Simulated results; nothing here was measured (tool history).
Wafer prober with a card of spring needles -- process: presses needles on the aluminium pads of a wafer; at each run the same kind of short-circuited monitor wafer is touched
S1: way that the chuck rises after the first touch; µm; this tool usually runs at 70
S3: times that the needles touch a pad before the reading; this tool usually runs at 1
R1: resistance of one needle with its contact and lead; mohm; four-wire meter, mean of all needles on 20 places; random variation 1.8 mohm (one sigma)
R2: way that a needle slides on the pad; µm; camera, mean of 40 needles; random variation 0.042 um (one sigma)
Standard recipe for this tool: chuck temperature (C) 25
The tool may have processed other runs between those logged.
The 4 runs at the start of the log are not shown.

At hour 31.9: tips cleaned on abrasive film.
Run 5, hour 40.6: usual settings but S1 58 µm. Result: R1 191 mohm, R2 15.95 µm.
At hour 51.3: tips cleaned on abrasive film.
Run 6, hour 57.5: usual settings but S1 85 µm. Result: R1 185 mohm, R2 23.43 µm.
Run 7, hour 69.9: usual settings but S1 85 µm. Result: R1 181 mohm, R2 23.56 µm.
At hour 71.5: tips cleaned on abrasive film.
Run 8, hour 78.3: usual settings but S1 85 µm. Result: R1 182 mohm, R2 23.51 µm.
At hour 91.2: tips cleaned on abrasive film.
Run 9, hour 93.9: usual settings. Result: R1 188 mohm, R2 19.39 µm.
Run 10, hour 106.8: usual settings. Result: R1 188 mohm, R2 19.32 µm.
At hour 111: tips cleaned on abrasive film.
Run 11, hour 120.7: usual settings. Result: R1 184 mohm, R2 19.34 µm.
At hour 130.6: tips cleaned on abrasive film.
Run 12, hour 136.7: usual settings. Result: R1 189 mohm, R2 19.34 µm.
At hour 149.7: tips cleaned on abrasive film.
Run 13, hour 153.6: usual settings. Result: R1 189 mohm, R2 19.41 µm.
Run 14, hour 161.5: usual settings. Result: R1 191 mohm, R2 19.38 µm.
At hour 169: tips cleaned on abrasive film.
Run 15, hour 178.6: usual settings but chuck temperature (C) 87. Result: R1 202 mohm, R2 19.41 µm.
At hour 188.1: tips cleaned on abrasive film.
At hour 188.4: height of the first contact set anew.
Run 16, hour 194.4: usual settings but chuck temperature (C) 87. Result: R1 199 mohm, R2 19.36 µm.
Run 17, hour 202.3: usual settings but chuck temperature (C) 87. Result: R1 202 mohm, R2 19.44 µm.
At hour 207.4: tips cleaned on abrasive film.
Run 18, hour 215.7: usual settings but chuck temperature (C) 87. Result: R1 200 mohm, R2 19.42 µm.
Run 19, hour 222.5: usual settings but chuck temperature (C) 99. Result: R1 210 mohm, R2 19.45 µm.
At hour 226.7: tips cleaned on abrasive film.
Run 20, hour 235.1: usual settings but chuck temperature (C) 99. Result: R1 204 mohm, R2 19.47 µm.
Run 21, hour 243.7: usual settings but S1 67 µm, chuck temperature (C) 50. Result: R1 195 mohm, R2 18.57 µm.

Run 22, settings as shown, results not yet in. Your forecast:
At hour 246.5: tips cleaned on abrasive film.
Run 22, hour 251.5: usual settings but S1 86 µm, chuck temperature (C) 56, S3 3. Result: R1 ?, R2 ?.

{"run 22": {"R1": 193, "R2": 23.93}}
With no hidden state in the tool, this same run would have given R1 193 mohm, R2 23.69 µm.
